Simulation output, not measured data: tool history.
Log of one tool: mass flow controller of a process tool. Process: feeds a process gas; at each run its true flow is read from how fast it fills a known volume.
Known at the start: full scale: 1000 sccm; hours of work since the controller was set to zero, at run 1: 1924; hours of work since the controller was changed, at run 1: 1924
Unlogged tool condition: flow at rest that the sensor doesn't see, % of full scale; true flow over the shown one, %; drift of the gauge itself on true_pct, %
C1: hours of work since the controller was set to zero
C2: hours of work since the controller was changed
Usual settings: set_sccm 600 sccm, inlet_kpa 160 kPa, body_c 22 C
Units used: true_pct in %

run 1 day=0.000 | set_sccm=600 inlet_kpa=160 body_c=22 | C1=1924 C2=1924 | true_pct=100.17
run 2 day=2.962 | set_sccm=600 inlet_kpa=160 body_c=22 | C1=1969 C2=1969 | true_pct=100.08
run 3 day=4.838 | set_sccm=600 inlet_kpa=160 body_c=22 | C1=1997 C2=1997 | true_pct=100.04
run 4 day=7.996 | set_sccm=600 inlet_kpa=160 body_c=22 | C1=2044 C2=2044 | true_pct=100.22
run 5 day=10.708 | set_sccm=600 inlet_kpa=160 body_c=22 | C1=2085 C2=2085 | true_pct=100.25
run 6 day=12.458 | set_sccm=600 inlet_kpa=160 body_c=22 | C1=2111 C2=2111 | true_pct=100.17
run 7 day=13.779 | set_sccm=600 inlet_kpa=160 body_c=22 | C1=2131 C2=2131 | true_pct=100.17
run 8 day=15.442 | set_sccm=600 inlet_kpa=205 body_c=22 | C1=2156 C2=2156 | true_pct=100.40
run 9 day=18.483 | set_sccm=600 inlet_kpa=205 body_c=22 | C1=2201 C2=2201 | true_pct=100.56
run 10 day=20.467 | set_sccm=600 inlet_kpa=205 body_c=22 | C1=2231 C2=2231 | true_pct=100.39
run 11 day=22.592 | set_sccm=600 inlet_kpa=160 body_c=25 | C1=2263 C2=2263 | true_pct=100.53
run 12 day=24.162 | set_sccm=458 inlet_kpa=160 body_c=22 | C1=2286 C2=2286 | true_pct=100.28
run 13 day=27.071 | set_sccm=458 inlet_kpa=160 body_c=22 | C1=2330 C2=2330 | true_pct=100.37
-- day=27.292 controller's zero set anew
run 14 day=30.250 | set_sccm=125 inlet_kpa=160 body_c=22 | C1=44 C2=2377 | true_pct=104.59
run 15 day=32.283 | set_sccm=600 inlet_kpa=196 body_c=22 | C1=75 C2=2407 | true_pct=100.95
-- day=32.438 controller's zero set anew, once more
run 16 day=34.800 | set_sccm=600 inlet_kpa=160 body_c=22 | C1=35 C2=2445 | true_pct=99.67
run 17 day=36.150 | set_sccm=600 inlet_kpa=160 body_c=22 | C1=56 C2=2465 | true_pct=99.69
run 18 day=38.721 | set_sccm=600 inlet_kpa=165 body_c=22 | C1=94 C2=2504 | true_pct=99.69
run 19 day=40.817 | set_sccm=600 inlet_kpa=165 body_c=22 | C1=126 C2=2535 | true_pct=99.67
run 20 day=42.279 | set_sccm=600 inlet_kpa=165 body_c=32 | C1=147 C2=2557 | true_pct=100.55
run 21 day=44.617 | set_sccm=600 inlet_kpa=178 body_c=22 | C1=182 C2=2592 | true_pct=100.07
run 22 day=47.529 | set_sccm=600 inlet_kpa=188 body_c=32 | C1=226 C2=2635 | true_pct=100.73
run 23 day=50.662 | set_sccm=600 inlet_kpa=188 body_c=32 | C1=273 C2=2682 | true_pct=100.78
run 24 day=53.708 | set_sccm=600 inlet_kpa=204 body_c=32 | C1=319 C2=2728 | true_pct=100.71
run 25 day=55.692 | set_sccm=276 inlet_kpa=188 body_c=22 | C1=348 C2=2758 | true_pct=99.53
run 26 day=58.896 | set_sccm=139 inlet_kpa=182 body_c=33 | C1=396 C2=2806 | true_pct=100.72
run 27 day=60.742 | set_sccm=420 inlet_kpa=268 body_c=24 | C1=424 C2=2833 | true_pct=100.43
run 28 day=63.429 | set_sccm=600 inlet_kpa=160 body_c=25 | C1=464 C2=2874 | true_pct=100.22
run 29 day=65.833 | set_sccm=564 inlet_kpa=160 body_c=22 | C1=500 C2=2910 | true_pct=99.91
run 30 day=68.838 | set_sccm=394 inlet_kpa=160 body_c=24 | C1=545 C2=2955 | true_pct=100.03
run 31 day=70.767 | set_sccm=786 inlet_kpa=222 body_c=33 | C1=574 C2=2983 | true_pct=101.51
run 32 day=73.358 | set_sccm=234 inlet_kpa=199 body_c=33 | C1=613 C2=3022 | true_pct=100.77
run 33 day=75.267 | set_sccm=178 inlet_kpa=153 body_c=21 | C1=641 C2=3051 | true_pct=99.97
run 34 day=78.050 | set_sccm=178 inlet_kpa=153 body_c=21 | C1=683 C2=3093 | true_pct=100.10
run 35 day=80.388 | set_sccm=178 inlet_kpa=176 body_c=26 | C1=718 C2=3128 | true_pct=100.49
run 36 day=83.104 | set_sccm=178 inlet_kpa=269 body_c=24 | C1=759 C2=3168 | true_pct=100.82
run 37 day=84.704 | set_sccm=976 inlet_kpa=141 body_c=22 | C1=783 C2=3192 | true_pct=100.88
run 38 day=87.225 | set_sccm=600 inlet_kpa=160 body_c=20 | C1=820 C2=3230 | true_pct=100.12
run 39 day=89.683 | set_sccm=165 inlet_kpa=188 body_c=20 | C1=857 C2=3267 | true_pct=100.49
run 40 day=92.579 | set_sccm=165 inlet_kpa=188 body_c=20 | C1=901 C2=3310 | true_pct=100.58

Hidden state at the last listed run before each entry between runs and at the first one after, where it differs:
After run 13, before run 14: controller's zero set anew (day 27.292)
  flow at rest that the sensor doesn't see, % of full scale: 0.497 -> 0.743; true flow over the shown one, %: 0.8 -> 0.82
  difference, measured minus the result without the unlogged condition, true_pct: +1.88 -> +6.77 %
After run 15, before run 16: controller's zero set anew, once more (day 32.438)
  flow at rest that the sensor doesn't see, % of full scale: 0.75 -> 0.054; true flow over the shown one, %: 0.83 -> 0.84
  difference, measured minus the result without the unlogged condition, true_pct: +2.08 -> +0.94 %
